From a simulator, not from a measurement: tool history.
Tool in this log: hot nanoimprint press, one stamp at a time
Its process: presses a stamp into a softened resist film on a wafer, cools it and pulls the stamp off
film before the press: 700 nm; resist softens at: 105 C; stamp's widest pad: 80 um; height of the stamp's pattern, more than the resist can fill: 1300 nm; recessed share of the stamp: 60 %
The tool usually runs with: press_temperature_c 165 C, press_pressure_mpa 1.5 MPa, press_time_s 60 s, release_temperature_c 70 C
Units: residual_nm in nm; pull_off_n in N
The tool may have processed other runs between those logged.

{"run": 1, "hour": 0.0, "press_temperature_c": 165, "press_pressure_mpa": 1.5, "press_time_s": 60, "release_temperature_c": 70, "residual_nm": 326, "pull_off_n": 164}
{"run": 2, "hour": 9.9, "press_temperature_c": 165, "press_pressure_mpa": 1.5, "press_time_s": 60, "release_temperature_c": 70, "residual_nm": 324.8, "pull_off_n": 161}
{"run": 3, "hour": 19.6, "press_temperature_c": 165, "press_pressure_mpa": 1.5, "press_time_s": 60, "release_temperature_c": 70, "residual_nm": 326.2, "pull_off_n": 164}
{"run": 4, "hour": 27.1, "press_temperature_c": 165, "press_pressure_mpa": 1.5, "press_time_s": 60, "release_temperature_c": 70, "residual_nm": 325.8, "pull_off_n": 167}
{"run": 5, "hour": 39.2, "press_temperature_c": 165, "press_pressure_mpa": 1.5, "press_time_s": 60, "release_temperature_c": 70, "residual_nm": 327.5, "pull_off_n": 161}
{"run": 6, "hour": 51.6, "press_temperature_c": 165, "press_pressure_mpa": 1.5, "press_time_s": 60, "release_temperature_c": 70, "residual_nm": 324.7, "pull_off_n": 164}
{"run": 7, "hour": 57.6, "press_temperature_c": 165, "press_pressure_mpa": 1.5, "press_time_s": 60, "release_temperature_c": 70, "residual_nm": 327.2, "pull_off_n": 163}
{"run": 8, "hour": 68.3, "press_temperature_c": 165, "press_pressure_mpa": 1.5, "press_time_s": 60, "release_temperature_c": 70, "residual_nm": 325.7, "pull_off_n": 164}
{"run": 9, "hour": 74.5, "press_temperature_c": 165, "press_pressure_mpa": 1.5, "press_time_s": 60, "release_temperature_c": 70, "residual_nm": 326.8, "pull_off_n": 166}
{"run": 10, "hour": 80.3, "press_temperature_c": 165, "press_pressure_mpa": 1.5, "press_time_s": 60, "release_temperature_c": 70, "residual_nm": 327.9, "pull_off_n": 165}
{"run": 11, "hour": 85.9, "press_temperature_c": 165, "press_pressure_mpa": 1.5, "press_time_s": 60, "release_temperature_c": 70, "residual_nm": 326.6, "pull_off_n": 165}
{"hour": 92.4, "done": "plate thermocouple calibrated"}
{"run": 12, "hour": 98.9, "press_temperature_c": 165, "press_pressure_mpa": 1.5, "press_time_s": 60, "release_temperature_c": 70, "residual_nm": 327.4, "pull_off_n": 165}
{"run": 13, "hour": 111.7, "press_temperature_c": 165, "press_pressure_mpa": 1.5, "press_time_s": 60, "release_temperature_c": 70, "residual_nm": 327.9, "pull_off_n": 163}
{"run": 14, "hour": 123.6, "press_temperature_c": 165, "press_pressure_mpa": 1.5, "press_time_s": 60, "release_temperature_c": 70, "residual_nm": 328.5, "pull_off_n": 166}
{"run": 15, "hour": 133.0, "press_temperature_c": 165, "press_pressure_mpa": 1.5, "press_time_s": 60, "release_temperature_c": 70, "residual_nm": 330.4, "pull_off_n": 159}
{"run": 16, "hour": 142.1, "press_temperature_c": 165, "press_pressure_mpa": 1.5, "press_time_s": 60, "release_temperature_c": 70, "residual_nm": 330.3, "pull_off_n": 162}
{"run": 17, "hour": 154.1, "press_temperature_c": 165, "press_pressure_mpa": 1.5, "press_time_s": 60, "release_temperature_c": 70, "residual_nm": 329.2, "pull_off_n": 165}
{"run": 18, "hour": 167.7, "press_temperature_c": 165, "press_pressure_mpa": 1.5, "press_time_s": 60, "release_temperature_c": 70, "residual_nm": 330.1, "pull_off_n": 167}
{"run": 19, "hour": 174.6, "press_temperature_c": 165, "press_pressure_mpa": 1.73, "press_time_s": 60, "release_temperature_c": 63, "residual_nm": 303.4, "pull_off_n": 167}
{"run": 20, "hour": 188.2, "press_temperature_c": 165, "press_pressure_mpa": 1.73, "press_time_s": 60, "release_temperature_c": 63, "residual_nm": 305.8, "pull_off_n": 170}
{"run": 21, "hour": 198.1, "press_temperature_c": 165, "press_pressure_mpa": 1.73, "press_time_s": 60, "release_temperature_c": 63, "residual_nm": 306, "pull_off_n": 169}
{"run": 22, "hour": 204.1, "press_temperature_c": 171, "press_pressure_mpa": 2.2, "press_time_s": 48, "release_temperature_c": 67, "residual_nm": 218.8, "pull_off_n": 166}
{"run": 23, "hour": 210.5, "press_temperature_c": 171, "press_pressure_mpa": 2.2, "press_time_s": 48, "release_temperature_c": 67, "residual_nm": 219.2, "pull_off_n": 164}
{"run": 24, "hour": 224.4, "press_temperature_c": 174, "press_pressure_mpa": 1.12, "press_time_s": 33, "release_temperature_c": 62, "residual_nm": 328.8, "pull_off_n": 168}
{"run": 25, "hour": 235.1, "press_temperature_c": 169, "press_pressure_mpa": 1.12, "press_time_s": 33, "release_temperature_c": 76, "residual_nm": 396.8, "pull_off_n": 153}
{"run": 26, "hour": 245.4, "press_temperature_c": 161, "press_pressure_mpa": 1.54, "press_time_s": 42, "release_temperature_c": 66, "residual_nm": 432.1, "pull_off_n": 168}
{"run": 27, "hour": 258.1, "press_temperature_c": 155, "press_pressure_mpa": 1.5, "press_time_s": 60, "release_temperature_c": 72, "residual_nm": 503, "pull_off_n": 163}
{"run": 28, "hour": 269.5, "press_temperature_c": 165, "press_pressure_mpa": 1.22, "press_time_s": 78, "release_temperature_c": 70, "residual_nm": 344.9, "pull_off_n": 168}
{"run": 29, "hour": 275.5, "press_temperature_c": 165, "press_pressure_mpa": 1.22, "press_time_s": 78, "release_temperature_c": 70, "residual_nm": 343.9, "pull_off_n": 165}

Table of differences, measured result less the result of that run with no hidden state. Run-to-run variation is the same in both. Gauge scatter possibly is not:
Hidden state present: true temperature over the reading, C; pressure that arrives at the usual setting, %; grip of the stamp's worn release coat, % over a new coat's; drift of the gauge itself on residual_nm, %; drift of the gauge itself on pull_off_n, %.
run=1 residual_nm=-0.8
run=2 residual_nm=-0.5
run=3 residual_nm=-0.3
run=4 residual_nm=-0.1
run=5 residual_nm=+0.3
run=6 residual_nm=+0.7
run=7 residual_nm=+0.9
run=8 residual_nm=+1.1
run=9 residual_nm=+1.3
run=10 residual_nm=+1.5
run=11 residual_nm=+1.6
run=12 residual_nm=+2.8
run=13 residual_nm=+3.2
run=14 residual_nm=+3.6
run=15 residual_nm=+3.8
run=16 residual_nm=+4
run=17 residual_nm=+4.4
run=18 residual_nm=+4.8
run=19 residual_nm=+4.6
run=20 residual_nm=+4.9
run=21 residual_nm=+5.2
run=22 residual_nm=+3.8
run=23 residual_nm=+4
run=24 residual_nm=+6.3
run=25 residual_nm=+7.9
run=26 residual_nm=+9.1
run=27 residual_nm=+11.1
run=28 residual_nm=+7.9
run=29 residual_nm=+8
For pull_off_n, the value without the hidden state is never more than 2 N from the measured value.
